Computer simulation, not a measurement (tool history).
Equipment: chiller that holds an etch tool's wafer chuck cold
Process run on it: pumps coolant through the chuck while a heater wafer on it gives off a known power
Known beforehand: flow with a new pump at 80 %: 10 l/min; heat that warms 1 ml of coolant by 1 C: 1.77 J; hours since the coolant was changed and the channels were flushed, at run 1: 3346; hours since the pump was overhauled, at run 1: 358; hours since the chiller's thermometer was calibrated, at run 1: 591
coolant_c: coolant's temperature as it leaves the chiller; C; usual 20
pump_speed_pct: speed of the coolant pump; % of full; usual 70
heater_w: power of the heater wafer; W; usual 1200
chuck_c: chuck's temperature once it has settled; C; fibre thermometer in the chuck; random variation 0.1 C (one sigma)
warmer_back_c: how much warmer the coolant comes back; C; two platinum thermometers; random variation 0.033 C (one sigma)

| run | hour | coolant_c | pump_speed_pct | heater_w | hours since the coolant was changed and the channels were flushed | hours since the pump was overhauled | hours since the chiller's thermometer was calibrated | chuck_c | warmer_back_c |
|---|---|---|---|---|---|---|---|---|---|
| 1 | 0 | 20 | 70 | 1200 | 3346 | 358 | 591 | 29.6 | 4.73 |
| 2 | 29.6 | 20 | 70 | 1200 | 3376 | 387 | 620 | 29.5 | 4.78 |
| 3 | 64.1 | 20 | 70 | 1200 | 3411 | 422 | 655 | 29.5 | 4.77 |
| 4 | 83.5 | 20 | 70 | 1200 | 3430 | 441 | 674 | 29.5 | 4.75 |
| 5 | 100.6 | 20 | 70 | 1200 | 3447 | 458 | 691 | 29.6 | 4.76 |
| 6 | 127.8 | 20 | 70 | 1200 | 3474 | 486 | 719 | 29.6 | 4.81 |
| 7 | 142.6 | 13 | 70 | 1200 | 3489 | 500 | 733 | 22.6 | 4.75 |
| 8 | 171.6 | 13 | 70 | 1200 | 3518 | 529 | 762 | 22.6 | 4.8 |
| 9 | 200.8 | 13 | 70 | 1200 | 3547 | 559 | 792 | 22.6 | 4.8 |
| 10 | 218.9 | 13 | 70 | 1200 | 3565 | 577 | 810 | 22.7 | 4.82 |
| 11 | 248.2 | 30 | 85 | 1200 | 3595 | 606 | 839 | 38.1 | 3.93 |
| 12 | 279.1 | 30 | 85 | 1157 | 3626 | 637 | 870 | 38 | 3.72 |
| 13 | 302.4 | 30 | 85 | 1157 | 3649 | 660 | 893 | 38 | 3.77 |
| 14 | 318.2 | 26 | 61 | 805 | 3665 | 676 | 909 | 33.3 | 3.82 |
| 15 | 348.8 | 17 | 96 | 805 | 3695 | 707 | 940 | 21.9 | 2.32 |
| 16 | 381.7 | 17 | 96 | 805 | 3728 | 739 | 972 | 21.8 | 2.33 |
| 17 | 415.4 | 17 | 96 | 805 | 3762 | 773 | 1006 | 21.9 | 2.34 |
| 18 | 436.1 | 20 | 94 | 1200 | 3782 | 794 | 1027 | 27.5 | 3.53 |
| 19 | 466.9 | 20 | 94 | 1200 | 3813 | 825 | 1058 | 27.3 | 3.54 |

Each row is a separate what-if for the run after 19, all from the same tool condition, not one after another. Results?
| A | 483.1 | 21 | 74 | 1200 | 3829 | 841 | 1074 | ? | ? |
| B | 483.1 | 19 | 86 | 918 | 3829 | 841 | 1074 | ? | ? |
| C | 483.1 | 12 | 66 | 1667 | 3829 | 841 | 1074 | ? | ? |
| D | 483.1 | 20 | 64 | 1200 | 3829 | 841 | 1074 | ? | ? |

| run | chuck_c | warmer_back_c |
|---|---|---|
| A | 30 | 4.65 |
| B | 25.1 | 3.02 |
| C | 26 | 7.18 |
| D | 30.8 | 5.46 |
Without the tool's unlogged condition, the same runs would have read:
| run | chuck_c | warmer_back_c |
|---|---|---|
| A | 30 | 4.5 |
| B | 25.1 | 2.87 |
| C | 26 | 7.03 |
| D | 30.8 | 5.31 |
